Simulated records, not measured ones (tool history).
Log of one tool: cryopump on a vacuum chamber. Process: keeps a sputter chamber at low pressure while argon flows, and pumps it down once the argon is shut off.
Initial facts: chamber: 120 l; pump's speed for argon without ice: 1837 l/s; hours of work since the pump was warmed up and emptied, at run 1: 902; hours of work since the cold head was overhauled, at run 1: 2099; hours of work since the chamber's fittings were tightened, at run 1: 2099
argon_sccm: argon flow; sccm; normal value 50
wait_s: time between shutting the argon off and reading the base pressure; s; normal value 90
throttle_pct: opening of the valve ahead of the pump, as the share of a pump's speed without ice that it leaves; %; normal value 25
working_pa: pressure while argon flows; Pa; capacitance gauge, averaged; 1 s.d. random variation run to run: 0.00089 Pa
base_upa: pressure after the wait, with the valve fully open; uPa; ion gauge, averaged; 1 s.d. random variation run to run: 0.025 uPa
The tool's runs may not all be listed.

run,day,argon_sccm,wait_s,throttle_pct,hours of work since the pump was warmed up and emptied,hours of work since the cold head was overhauled,hours of work since the chamber's fittings were tightened,working_pa,base_upa
1,0.000,50,90,25,902,2099,2099,0.1998,3.03
2,2.858,50,90,25,952,2149,2149,0.1997,3.19
3,4.700,50,90,25,984,2181,2181,0.2012,3.31
4,7.171,32,90,25,1027,2223,2223,0.1287,3.31
5,10.167,32,90,25,1078,2275,2275,0.1282,3.50
# day 12.358: pump warmed up, emptied and cooled again
6,13.383,32,90,25,18,2327,2327,0.1180,2.79
7,15.717,50,46,25,58,2368,2368,0.1844,3.76

Predict the results of run 8:
8,18.950,98,24,47,114,2424,2424,?,?

For run 8 the tool returned working_pa 0.1971 Pa, base_upa 5.25 uPa.
With the hidden condition absent and the run-to-run variation left alone, this run would have shown working_pa 0.1924 Pa, base_upa 3.40 uPa.
